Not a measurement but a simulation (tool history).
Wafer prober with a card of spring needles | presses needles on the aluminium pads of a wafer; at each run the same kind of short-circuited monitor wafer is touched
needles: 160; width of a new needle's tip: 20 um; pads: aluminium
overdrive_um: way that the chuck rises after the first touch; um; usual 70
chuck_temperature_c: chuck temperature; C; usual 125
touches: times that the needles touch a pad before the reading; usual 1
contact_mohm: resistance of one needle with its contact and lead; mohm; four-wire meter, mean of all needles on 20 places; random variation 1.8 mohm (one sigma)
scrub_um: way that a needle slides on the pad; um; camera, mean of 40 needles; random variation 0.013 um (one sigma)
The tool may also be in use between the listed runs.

run	hour	overdrive_um	chuck_temperature_c	touches	contact_mohm	scrub_um
1	0.0	70	125	1	176	16.66
# hour 13.8: tips cleaned on abrasive film
# hour 28.0: tips cleaned on abrasive film
2	34.0	70	125	1	180	16.64
# hour 42.5: tips cleaned on abrasive film
# hour 48.3: height of the first contact set anew
# hour 58.6: tips cleaned on abrasive film
3	67.4	70	125	1	179	16.69
# hour 73.8: tips cleaned on abrasive film
4	82.3	70	125	1	179	16.65
# hour 90.2: tips cleaned on abrasive film
# hour 104.7: tips cleaned on abrasive film
5	114.9	70	125	1	181	16.66
# hour 120.3: tips cleaned on abrasive film
# hour 134.8: tips cleaned on abrasive film
6	136.4	70	125	1	184	16.66
# hour 150.0: tips cleaned on abrasive film
# hour 164.4: tips cleaned on abrasive film
7	164.8	70	125	1	180	16.68
# hour 179.3: tips cleaned on abrasive film
8	182.9	70	125	1	180	16.67
# hour 194.7: tips cleaned on abrasive film
# hour 209.8: tips cleaned on abrasive film
9	210.1	70	125	1	180	16.66
# hour 224.1: tips cleaned on abrasive film
10	237.0	70	125	1	179	16.68
# hour 240.0: tips cleaned on abrasive film
# hour 255.2: tips cleaned on abrasive film
11	259.0	85	125	1	178	20.23
# hour 269.3: tips cleaned on abrasive film
12	274.4	70	111	1	181	16.68
# hour 283.8: tips cleaned on abrasive film
13	290.8	63	111	1	180	14.99
# hour 300.7: tips cleaned on abrasive film
# hour 304.3: height of the first contact set anew
14	305.4	70	33	1	161	16.67
# hour 316.9: tips cleaned on abrasive film
15	323.0	70	33	1	163	16.66
# hour 332.1: tips cleaned on abrasive film
# hour 347.6: tips cleaned on abrasive film
16	355.6	71	41	2	163	16.90
# hour 363.9: tips cleaned on abrasive film
17	377.9	80	97	1	174	19.04
# hour 381.0: tips cleaned on abrasive film
# hour 396.5: tips cleaned on abrasive film
18	402.7	80	97	1	171	19.04

Forecast each of these 3 alternatives for the next run:
# hour 412.2: tips cleaned on abrasive film
A	423.9	50	97	1	?	?
# hour 412.2: tips cleaned on abrasive film
B	423.9	80	93	1	?	?
# hour 412.2: tips cleaned on abrasive film
C	423.9	56	62	3	?	?

run	contact_mohm	scrub_um
A	187	11.91
B	172	19.02
C	175	13.34
Without the tool's hidden state the same runs would have given:
run	contact_mohm	scrub_um
A	186	11.91
B	172	19.02
C	174	13.34
